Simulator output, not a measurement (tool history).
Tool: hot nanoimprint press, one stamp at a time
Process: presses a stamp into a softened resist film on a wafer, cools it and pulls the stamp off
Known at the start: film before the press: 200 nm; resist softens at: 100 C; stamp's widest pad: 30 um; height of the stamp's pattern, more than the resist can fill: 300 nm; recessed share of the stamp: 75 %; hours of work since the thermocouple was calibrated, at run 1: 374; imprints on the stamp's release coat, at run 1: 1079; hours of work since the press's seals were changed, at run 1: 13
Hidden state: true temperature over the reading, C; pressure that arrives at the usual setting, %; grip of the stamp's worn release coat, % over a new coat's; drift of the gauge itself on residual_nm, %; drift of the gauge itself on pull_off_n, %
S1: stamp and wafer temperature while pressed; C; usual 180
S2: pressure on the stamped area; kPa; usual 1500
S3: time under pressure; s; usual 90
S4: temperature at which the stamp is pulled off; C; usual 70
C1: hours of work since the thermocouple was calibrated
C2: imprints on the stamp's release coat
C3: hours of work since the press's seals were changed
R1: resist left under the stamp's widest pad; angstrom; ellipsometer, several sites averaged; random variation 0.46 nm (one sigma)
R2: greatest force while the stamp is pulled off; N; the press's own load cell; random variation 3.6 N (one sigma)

| run | hour | S1 | S2 | S3 | S4 | C1 | C2 | C3 | R1 | R2 |
|---|---|---|---|---|---|---|---|---|---|---|
| 1 | 0 | 180 | 1500 | 90 | 70 | 374 | 1079 | 13 | 884 | 182 |
| 2 | 5.4 | 180 | 1500 | 90 | 70 | 376 | 1089 | 15 | 883 | 177 |
| 3 | 13.7 | 180 | 1500 | 90 | 66 | 380 | 1104 | 19 | 885 | 177 |
| 4 | 18.6 | 180 | 1500 | 90 | 67 | 382 | 1113 | 21 | 894 | 171 |
| 5 | 27.9 | 180 | 1500 | 90 | 67 | 386 | 1130 | 25 | 898 | 179 |
| 6 | 38 | 180 | 1500 | 90 | 67 | 390 | 1148 | 29 | 895 | 178 |
| 7 | 45.1 | 180 | 1500 | 90 | 67 | 393 | 1161 | 32 | 882 | 175 |
| 8 | 50.6 | 180 | 1500 | 90 | 67 | 396 | 1171 | 34 | 884 | 173 |
| 9 | 58.8 | 180 | 1500 | 90 | 67 | 399 | 1186 | 38 | 884 | 176 |

Run 10 comes next. What will it give?
| 10 | 64.3 | 180 | 1890 | 90 | 61 | 402 | 1196 | 40 | ? | ? |

{"run 10": {"R1": 812, "R2": 192}}
Without the tool's hidden state the same run would have given R1 815 angstrom, R2 190 N.
